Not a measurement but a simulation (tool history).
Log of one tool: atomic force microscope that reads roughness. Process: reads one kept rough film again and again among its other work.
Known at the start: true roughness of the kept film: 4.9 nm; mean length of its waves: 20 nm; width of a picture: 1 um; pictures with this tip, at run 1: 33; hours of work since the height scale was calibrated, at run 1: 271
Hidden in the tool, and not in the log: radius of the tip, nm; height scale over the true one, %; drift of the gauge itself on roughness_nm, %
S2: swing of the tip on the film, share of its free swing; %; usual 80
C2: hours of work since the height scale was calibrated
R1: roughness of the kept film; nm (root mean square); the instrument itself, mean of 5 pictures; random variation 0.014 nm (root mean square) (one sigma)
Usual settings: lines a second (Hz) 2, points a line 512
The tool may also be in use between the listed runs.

run 1 hour=0 | lines_a_second_(Hz)=2 S2=80 points_a_line=512 | pictures_with_this_tip=33 C2=271 | R1=2.612
-- hour=34.9 new tip fitted
run 2 hour=44.8 | lines_a_second_(Hz)=3.44 S2=80 points_a_line=512 | pictures_with_this_tip=13 C2=299 | R1=2.772
-- hour=95.9 new tip fitted
run 3 hour=110.8 | lines_a_second_(Hz)=3.44 S2=80 points_a_line=512 | pictures_with_this_tip=20 C2=341 | R1=2.595
-- hour=156 new tip fitted
run 4 hour=156 | lines_a_second_(Hz)=2 S2=80 points_a_line=512 | pictures_with_this_tip=0 C2=369 | R1=3.286
run 5 hour=199.3 | lines_a_second_(Hz)=2 S2=80 points_a_line=807 | pictures_with_this_tip=57 C2=397 | R1=2.298
-- hour=215.8 new tip fitted
run 6 hour=257.5 | lines_a_second_(Hz)=2 S2=80 points_a_line=807 | pictures_with_this_tip=55 C2=433 | R1=2.347
-- hour=276.3 new tip fitted
run 7 hour=311.3 | lines_a_second_(Hz)=2 S2=80 points_a_line=512 | pictures_with_this_tip=46 C2=467 | R1=2.422
-- hour=335.3 new tip fitted
run 8 hour=364.6 | lines_a_second_(Hz)=2 S2=80 points_a_line=512 | pictures_with_this_tip=39 C2=500 | R1=2.531
-- hour=397.1 new tip fitted
run 9 hour=424.7 | lines_a_second_(Hz)=1.23 S2=80 points_a_line=512 | pictures_with_this_tip=37 C2=538 | R1=2.731
-- hour=430 height scale calibrated on a step standard
-- hour=458 new tip fitted
run 10 hour=482.9 | lines_a_second_(Hz)=2 S2=82 points_a_line=512 | pictures_with_this_tip=32 C2=33 | R1=2.592
run 11 hour=511.7 | lines_a_second_(Hz)=2 S2=66 points_a_line=482 | pictures_with_this_tip=70 C2=51 | R1=2.289
-- hour=519.4 new tip fitted
run 12 hour=539.6 | lines_a_second_(Hz)=2 S2=66 points_a_line=482 | pictures_with_this_tip=26 C2=69 | R1=2.955
run 13 hour=568.6 | lines_a_second_(Hz)=2.35 S2=79 points_a_line=258 | pictures_with_this_tip=65 C2=87 | R1=2.09
-- hour=579.4 new tip fitted
run 14 hour=605.2 | lines_a_second_(Hz)=2.35 S2=79 points_a_line=258 | pictures_with_this_tip=34 C2=110 | R1=2.455
-- hour=638 new tip fitted
run 15 hour=655.6 | lines_a_second_(Hz)=0.53 S2=74 points_a_line=812 | pictures_with_this_tip=23 C2=141 | R1=3.138
-- hour=685.2 height scale calibrated on a step standard, once more
run 16 hour=695.8 | lines_a_second_(Hz)=1.29 S2=79 points_a_line=278 | pictures_with_this_tip=75 C2=7 | R1=2.142
-- hour=700.1 new tip fitted
run 17 hour=754.4 | lines_a_second_(Hz)=2 S2=82 points_a_line=274 | pictures_with_this_tip=72 C2=43 | R1=2.046
-- hour=760.8 new tip fitted
run 18 hour=815.5 | lines_a_second_(Hz)=1.03 S2=87 points_a_line=944 | pictures_with_this_tip=72 C2=82 | R1=2.232
-- hour=821.4 new tip fitted
run 19 hour=867.7 | lines_a_second_(Hz)=0.6 S2=69 points_a_line=957 | pictures_with_this_tip=61 C2=114 | R1=2.639
-- hour=880.6 new tip fitted
run 20 hour=919.4 | lines_a_second_(Hz)=1.6 S2=63 points_a_line=364 | pictures_with_this_tip=51 C2=147 | R1=2.602

5 ways to go on from here, each from the tool as it stands after run 20. What would each give?
-- hour=939.6 new tip fitted
run A hour=969.2 | lines_a_second_(Hz)=1.19 S2=75 points_a_line=297 | pictures_with_this_tip=39 C2=178 | R1=?
-- hour=939.6 new tip fitted
run B hour=969.2 | lines_a_second_(Hz)=1 S2=63 points_a_line=357 | pictures_with_this_tip=39 C2=178 | R1=?
-- hour=939.6 new tip fitted
run C hour=969.2 | lines_a_second_(Hz)=1.49 S2=63 points_a_line=585 | pictures_with_this_tip=39 C2=178 | R1=?
-- hour=939.6 new tip fitted
run D hour=969.2 | lines_a_second_(Hz)=0.51 S2=80 points_a_line=725 | pictures_with_this_tip=39 C2=178 | R1=?
-- hour=939.6 new tip fitted
run E hour=969.2 | lines_a_second_(Hz)=0.52 S2=65 points_a_line=346 | pictures_with_this_tip=39 C2=178 | R1=?

run=A R1=2.676
run=B R1=2.842
run=C R1=2.822
run=D R1=2.845
run=E R1=2.879
Without the tool's hidden state the same runs would have given:
run=A R1=3.536
run=B R1=3.754
run=C R1=3.73
run=D R1=3.759
run=E R1=3.803

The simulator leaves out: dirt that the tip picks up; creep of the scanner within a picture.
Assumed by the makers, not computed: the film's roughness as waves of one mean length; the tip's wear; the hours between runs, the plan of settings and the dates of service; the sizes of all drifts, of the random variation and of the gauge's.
